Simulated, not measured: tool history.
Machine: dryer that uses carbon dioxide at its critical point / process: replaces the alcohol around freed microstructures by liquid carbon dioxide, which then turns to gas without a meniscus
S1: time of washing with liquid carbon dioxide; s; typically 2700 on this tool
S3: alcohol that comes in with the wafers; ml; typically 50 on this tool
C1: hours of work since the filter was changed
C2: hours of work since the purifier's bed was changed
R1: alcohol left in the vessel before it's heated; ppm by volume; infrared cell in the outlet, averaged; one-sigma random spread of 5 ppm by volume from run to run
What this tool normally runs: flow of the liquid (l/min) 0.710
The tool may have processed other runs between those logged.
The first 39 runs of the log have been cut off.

Run 40, hour 432.3: usual settings but S1 4080 s, flow of the liquid (l/min) 0.528, S3 90 ml; C1 20; C2 264. Result: R1 121 ppm by volume.
Run 41, hour 443.7: usual settings but S1 1740 s, flow of the liquid (l/min) 0.443, S3 90 ml; C1 23; C2 267. Result: R1 2315 ppm by volume.
Run 42, hour 455.7: usual settings but S1 1920 s, flow of the liquid (l/min) 1.128, S3 90 ml; C1 27; C2 271. Result: R1 102 ppm by volume.
Run 43, hour 464.4: usual settings but S1 2280 s, flow of the liquid (l/min) 0.880; C1 30; C2 274. Result: R1 119 ppm by volume.
Run 44, hour 471.5: usual settings but S1 2280 s, flow of the liquid (l/min) 0.880; C1 32; C2 276. Result: R1 116 ppm by volume.
Run 45, hour 484.6: usual settings but S1 2280 s, flow of the liquid (l/min) 0.880; C1 36; C2 280. Result: R1 114 ppm by volume.
Run 46, hour 492.8: usual settings but flow of the liquid (l/min) 0.619, S3 115 ml; C1 39; C2 283. Result: R1 283 ppm by volume.
Run 47, hour 503.9: usual settings but flow of the liquid (l/min) 0.619, S3 115 ml; C1 42; C2 287. Result: R1 274 ppm by volume.

Branching from run 47: 4 alternative next runs. What would each branch give?
Run A, hour 516.9: usual settings but S1 2580 s, flow of the liquid (l/min) 0.947, S3 21 ml; C1 47; C2 291. Result: R1 ?.
Run B, hour 516.9: usual settings but S1 3900 s, flow of the liquid (l/min) 0.701, S3 21 ml; C1 47; C2 291. Result: R1 ?.
Run C, hour 516.9: usual settings but S1 2400 s, flow of the liquid (l/min) 1.129, S3 49 ml; C1 47; C2 291. Result: R1 ?.
Run D, hour 516.9: usual settings but S1 3240 s, flow of the liquid (l/min) 0.619, S3 67 ml; C1 47; C2 291. Result: R1 ?.

run   R1
  A   90
  B   99
  C   97
  D  139
Without the tool's unlogged condition, the same runs would have read:
run  R1
  A   2
  B  10
  C  12
  D  41
